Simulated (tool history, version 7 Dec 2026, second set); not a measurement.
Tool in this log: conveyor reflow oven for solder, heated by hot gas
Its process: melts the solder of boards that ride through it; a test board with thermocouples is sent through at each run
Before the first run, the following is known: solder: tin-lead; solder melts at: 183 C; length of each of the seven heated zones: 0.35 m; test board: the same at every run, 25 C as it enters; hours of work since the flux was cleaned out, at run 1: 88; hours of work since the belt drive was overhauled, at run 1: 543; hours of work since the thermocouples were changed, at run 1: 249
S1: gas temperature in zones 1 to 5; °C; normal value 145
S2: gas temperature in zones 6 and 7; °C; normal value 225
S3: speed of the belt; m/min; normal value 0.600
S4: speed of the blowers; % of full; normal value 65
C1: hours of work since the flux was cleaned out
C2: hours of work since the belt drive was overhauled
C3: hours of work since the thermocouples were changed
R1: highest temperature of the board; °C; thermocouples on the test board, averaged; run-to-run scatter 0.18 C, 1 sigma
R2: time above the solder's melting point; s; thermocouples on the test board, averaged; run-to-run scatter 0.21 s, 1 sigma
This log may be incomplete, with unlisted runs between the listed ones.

Run 1, hour 0.0: usual settings; C1 88; C2 543; C3 249. Result: R1 210.5 °C, R2 49.8 s.
Run 2, hour 13.3: usual settings; C1 98; C2 553; C3 258. Result: R1 210.7 °C, R2 50.0 s.
Run 3, hour 25.4: usual settings; C1 107; C2 562; C3 267. Result: R1 210.6 °C, R2 50.1 s.
Run 4, hour 43.5: usual settings; C1 120; C2 575; C3 280. Result: R1 210.4 °C, R2 50.0 s.
Run 5, hour 58.8: usual settings; C1 131; C2 586; C3 291. Result: R1 210.5 °C, R2 49.7 s.
Run 6, hour 69.9: usual settings but S4 53 % of full; C1 139; C2 594; C3 299. Result: R1 206.8 °C, R2 45.7 s.
Run 7, hour 80.8: usual settings but S2 216 °C; C1 146; C2 601; C3 307. Result: R1 203.0 °C, R2 42.6 s.
Run 8, hour 90.5: usual settings but S1 154 °C, S2 230 °C; C1 153; C2 608; C3 314. Result: R1 216.1 °C, R2 58.1 s.
Run 9, hour 104.4: usual settings but S1 154 °C, S2 230 °C; C1 163; C2 618; C3 324. Result: R1 216.4 °C, R2 57.9 s.
Run 10, hour 119.0: usual settings but S1 146 °C, S2 216 °C, S3 0.649 m/min, S4 76 % of full; C1 174; C2 629; C3 334. Result: R1 203.6 °C, R2 40.5 s.
Run 11, hour 135.1: usual settings but S1 132 °C, S2 216 °C, S3 0.649 m/min, S4 55 % of full; C1 185; C2 640; C3 346. Result: R1 194.5 °C, R2 23.1 s.
Run 12, hour 153.7: usual settings but S1 132 °C, S2 216 °C, S3 0.596 m/min, S4 88 % of full; C1 199; C2 654; C3 359. Result: R1 205.4 °C, R2 43.2 s.
Run 13, hour 168.2: usual settings but S1 132 °C, S2 216 °C, S3 0.596 m/min, S4 88 % of full; C1 209; C2 664; C3 370. Result: R1 205.6 °C, R2 43.2 s.
Run 14, hour 181.1: usual settings but S1 139 °C; C1 218; C2 673; C3 379. Result: R1 209.1 °C, R2 46.8 s.

4 ways to go on from here, each from the tool as it stands after run 14. What would each give?
Run A, hour 192.9: usual settings but S1 130 °C, S3 0.662 m/min; C1 227; C2 682; C3 387. Result: R1 ?, R2 ?.
Run B, hour 192.9: usual settings but S2 230 °C; C1 227; C2 682; C3 387. Result: R1 ?, R2 ?.
Run C, hour 192.9: usual settings but S1 139 °C, S4 52 % of full; C1 227; C2 682; C3 387. Result: R1 ?, R2 ?.
Run D, hour 192.9: usual settings but S1 159 °C, S3 0.516 m/min; C1 227; C2 682; C3 387. Result: R1 ?, R2 ?.

run     R1    R2
  A  204.4  34.3
  B  214.7  53.5
  C  205.3  41.4
  D  216.2  71.1
The same runs, with their run-to-run variation unchanged, on a tool lacking any hidden condition would have given:
run     R1    R2
  A  204.5  34.3
  B  214.7  53.5
  C  205.3  41.4
  D  216.2  71.1

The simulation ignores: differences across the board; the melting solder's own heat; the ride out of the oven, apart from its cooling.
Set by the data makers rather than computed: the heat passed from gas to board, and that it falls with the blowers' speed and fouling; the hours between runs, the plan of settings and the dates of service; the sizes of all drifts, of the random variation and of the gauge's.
